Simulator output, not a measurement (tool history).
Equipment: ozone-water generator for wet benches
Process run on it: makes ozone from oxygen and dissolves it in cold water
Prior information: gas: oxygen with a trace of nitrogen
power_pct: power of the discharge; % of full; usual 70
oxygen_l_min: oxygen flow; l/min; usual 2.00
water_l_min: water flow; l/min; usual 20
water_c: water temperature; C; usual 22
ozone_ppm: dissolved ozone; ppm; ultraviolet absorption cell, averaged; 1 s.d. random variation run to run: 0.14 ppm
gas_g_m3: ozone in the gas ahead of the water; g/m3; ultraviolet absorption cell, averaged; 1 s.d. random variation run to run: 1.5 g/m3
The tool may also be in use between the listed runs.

| run | hour | power_pct | oxygen_l_min | water_l_min | water_c | ozone_ppm | gas_g_m3 |
|---|---|---|---|---|---|---|---|
| 1 | 0.0 | 70 | 2.00 | 20 | 22 | 16.4 | 272.2 |
| 2 | 65.1 | 70 | 2.00 | 20 | 22 | 15.9 | 273.6 |
| 3 | 145.2 | 70 | 2.00 | 20 | 22 | 16.2 | 271.5 |
| 4 | 183.3 | 70 | 2.00 | 20 | 22 | 16.1 | 273.2 |
| 5 | 273.0 | 70 | 2.00 | 20 | 22 | 16.0 | 274.2 |
| 6 | 358.8 | 52 | 2.00 | 20 | 22 | 12.8 | 215.1 |
| 7 | 451.8 | 52 | 2.00 | 20 | 22 | 12.6 | 211.6 |
| 8 | 535.3 | 52 | 2.00 | 20 | 22 | 12.7 | 213.4 |
| 9 | 613.3 | 52 | 2.00 | 20 | 22 | 12.6 | 212.6 |
| 10 | 668.7 | 62 | 1.81 | 20 | 22 | 14.5 | 264.8 |
| 11 | 726.3 | 62 | 1.81 | 20 | 22 | 14.4 | 265.2 |
| 12 | 792.8 | 62 | 1.81 | 20 | 22 | 14.3 | 265.5 |
| 13 | 871.0 | 57 | 2.00 | 20 | 22 | 13.9 | 229.3 |
| 14 | 910.3 | 77 | 2.00 | 20 | 17 | 18.1 | 292.9 |
| 15 | 976.3 | 70 | 2.87 | 24 | 22 | 14.1 | 216.5 |
| 16 | 1019.0 | 70 | 2.87 | 24 | 22 | 14.2 | 215.1 |

What if the next run were any one of these 5? Each begins from the tool's condition after run 16:
| A | 1083.4 | 42 | 2.56 | 24 | 28 | ? | ? |
| B | 1083.4 | 70 | 2.38 | 21 | 15 | ? | ? |
| C | 1083.4 | 63 | 1.09 | 20 | 22 | ? | ? |
| D | 1083.4 | 58 | 2.87 | 16 | 16 | ? | ? |
| E | 1083.4 | 70 | 1.13 | 14 | 22 | ? | ? |

| run | ozone_ppm | gas_g_m3 |
|---|---|---|
| A | 8.6 | 154.3 |
| B | 16.7 | 241.8 |
| C | 13.9 | 373.1 |
| D | 18.0 | 182.8 |
| E | 21.1 | 395.5 |
Stripped of hidden state, with their random variation kept, the same runs would have yielded:
| run | ozone_ppm | gas_g_m3 |
|---|---|---|
| A | 8.6 | 154.3 |
| B | 16.7 | 241.8 |
| C | 13.9 | 373.2 |
| D | 18.0 | 182.8 |
| E | 21.1 | 395.6 |
